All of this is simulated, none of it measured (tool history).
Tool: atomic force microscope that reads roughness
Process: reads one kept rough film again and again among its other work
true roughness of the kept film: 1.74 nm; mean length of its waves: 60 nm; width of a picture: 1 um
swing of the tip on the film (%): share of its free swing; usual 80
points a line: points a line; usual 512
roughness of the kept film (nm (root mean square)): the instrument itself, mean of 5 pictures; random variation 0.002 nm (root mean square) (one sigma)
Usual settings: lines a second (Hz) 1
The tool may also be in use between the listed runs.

run,hour,lines a second (Hz),swing of the tip on the film (%),points a line,roughness of the kept film (nm (root mean square))
1,0,1,80,512,1.638
# hour 18.3: new tip fitted
2,24.4,1,80,512,1.636
3,39.7,1,80,512,1.639
# hour 50.9: new tip fitted
4,54.3,1,83,512,1.626
5,77.3,1,83,512,1.629
# hour 83: new tip fitted
6,98.1,0.83,66,365,1.683
# hour 114.7: new tip fitted
7,121,1.5,82,437,1.589
8,136.8,1,57,339,1.689
# hour 147.4: new tip fitted
9,152.8,3.76,81,339,1.442
10,171.6,1.1,59,341,1.684

3 ways to go on from here, each from the tool as it stands after run 10. What would each give?
# hour 179.4: new tip fitted
A,184.3,2.74,87,756,?
# hour 179.4: new tip fitted
B,184.3,1.58,80,512,?
# hour 179.4: new tip fitted
C,184.3,0.85,80,512,?

run,roughness of the kept film (nm (root mean square))
A,1.449
B,1.597
C,1.65
Without the tool's hidden state the same runs would have given:
run,roughness of the kept film (nm (root mean square))
A,1.448
B,1.596
C,1.649
